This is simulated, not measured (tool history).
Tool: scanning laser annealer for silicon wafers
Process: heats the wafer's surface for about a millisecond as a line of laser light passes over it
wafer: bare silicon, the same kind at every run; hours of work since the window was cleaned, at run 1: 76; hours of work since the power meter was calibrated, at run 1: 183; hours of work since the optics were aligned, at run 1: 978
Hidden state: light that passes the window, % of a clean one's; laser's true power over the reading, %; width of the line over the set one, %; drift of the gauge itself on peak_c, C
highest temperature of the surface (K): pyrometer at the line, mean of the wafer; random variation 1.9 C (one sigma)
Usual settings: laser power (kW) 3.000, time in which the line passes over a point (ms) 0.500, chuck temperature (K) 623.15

| run | hour | laser power (kW) | time in which the line passes over a point (ms) | chuck temperature (K) | hours of work since the window was cleaned | hours of work since the power meter was calibrated | hours of work since the optics were aligned | highest temperature of the surface (K) |
|---|---|---|---|---|---|---|---|---|
| 1 | 0.0 | 3.000 | 0.500 | 623.15 | 76 | 183 | 978 | 1407.15 |
| 2 | 10.8 | 3.000 | 0.500 | 623.15 | 83 | 190 | 985 | 1408.15 |
| 3 | 21.7 | 3.000 | 0.500 | 623.15 | 90 | 197 | 992 | 1406.15 |
| 4 | 28.0 | 2.949 | 0.500 | 623.15 | 94 | 201 | 996 | 1391.15 |
| 5 | 37.2 | 2.949 | 0.500 | 623.15 | 99 | 207 | 1002 | 1388.15 |
| 6 | 42.2 | 2.949 | 0.500 | 623.15 | 103 | 210 | 1005 | 1391.15 |
| 7 | 52.9 | 3.000 | 0.532 | 623.15 | 110 | 217 | 1012 | 1433.15 |
| 8 | 58.3 | 3.000 | 0.532 | 623.15 | 113 | 220 | 1016 | 1433.15 |
| 9 | 67.1 | 3.000 | 0.500 | 623.15 | 119 | 226 | 1021 | 1404.15 |
| 10 | 75.9 | 3.000 | 0.500 | 623.15 | 124 | 232 | 1027 | 1401.15 |
| 11 | 87.1 | 3.000 | 0.500 | 623.15 | 131 | 239 | 1034 | 1396.15 |
| 12 | 94.8 | 3.000 | 0.500 | 623.15 | 136 | 244 | 1039 | 1402.15 |
| 13 | 104.3 | 3.000 | 0.500 | 623.15 | 142 | 250 | 1045 | 1402.15 |
| 14 | 111.3 | 3.000 | 0.500 | 623.15 | 147 | 254 | 1050 | 1403.15 |
| 15 | 121.8 | 3.000 | 0.500 | 623.15 | 154 | 261 | 1056 | 1401.15 |
| 16 | 130.4 | 3.000 | 0.500 | 623.15 | 159 | 267 | 1062 | 1399.15 |
| 17 | 136.2 | 2.552 | 0.500 | 609.15 | 163 | 270 | 1066 | 1273.15 |
| 18 | 141.9 | 2.663 | 0.581 | 614.15 | 167 | 274 | 1069 | 1371.15 |
|  | 147.7 | optics aligned, line set to its width |
| 19 | 152.0 | 2.663 | 0.581 | 614.15 | 170 | 277 | 3 | 1368.15 |
| 20 | 157.6 | 2.715 | 0.500 | 623.15 | 173 | 281 | 6 | 1323.15 |
| 21 | 165.9 | 2.715 | 0.500 | 623.15 | 179 | 286 | 12 | 1323.15 |
| 22 | 176.0 | 2.715 | 0.500 | 623.15 | 185 | 293 | 18 | 1320.15 |
| 23 | 186.6 | 2.957 | 0.500 | 607.15 | 192 | 299 | 25 | 1368.15 |
| 24 | 196.7 | 3.028 | 0.500 | 623.15 | 199 | 306 | 31 | 1403.15 |
|  | 209.0 | optics aligned, line set to its width, once more |
| 25 | 212.9 | 3.028 | 0.617 | 623.15 | 206 | 313 | 2 | 1520.15 |
| 26 | 224.8 | 2.619 | 0.468 | 613.15 | 213 | 321 | 10 | 1278.15 |
| 27 | 234.5 | 2.619 | 0.468 | 613.15 | 220 | 327 | 16 | 1274.15 |
| 28 | 244.3 | 2.619 | 0.468 | 613.15 | 226 | 333 | 23 | 1275.15 |
| 29 | 254.8 | 2.619 | 0.468 | 613.15 | 233 | 340 | 29 | 1271.15 |
| 30 | 265.5 | 2.619 | 0.468 | 613.15 | 239 | 347 | 36 | 1270.15 |
| 31 | 276.7 | 2.907 | 0.581 | 660.15 | 247 | 354 | 43 | 1494.15 |

Forecast each of these 4 alternatives for the next run:
| A | 285.7 | 3.000 | 0.577 | 623.15 | 252 | 360 | 49 | ? |
| B | 285.7 | 2.863 | 0.405 | 637.15 | 252 | 360 | 49 | ? |
| C | 285.7 | 2.562 | 0.581 | 660.15 | 252 | 360 | 49 | ? |
| D | 285.7 | 3.016 | 0.394 | 644.15 | 252 | 360 | 49 | ? |

| run | highest temperature of the surface (K) |
|---|---|
| A | 1476.15 |
| B | 1299.15 |
| C | 1394.15 |
| D | 1324.15 |
Without the tool's hidden state the same runs would have given:
| run | highest temperature of the surface (K) |
|---|---|
| A | 1495.15 |
| B | 1314.15 |
| C | 1411.15 |
| D | 1339.15 |

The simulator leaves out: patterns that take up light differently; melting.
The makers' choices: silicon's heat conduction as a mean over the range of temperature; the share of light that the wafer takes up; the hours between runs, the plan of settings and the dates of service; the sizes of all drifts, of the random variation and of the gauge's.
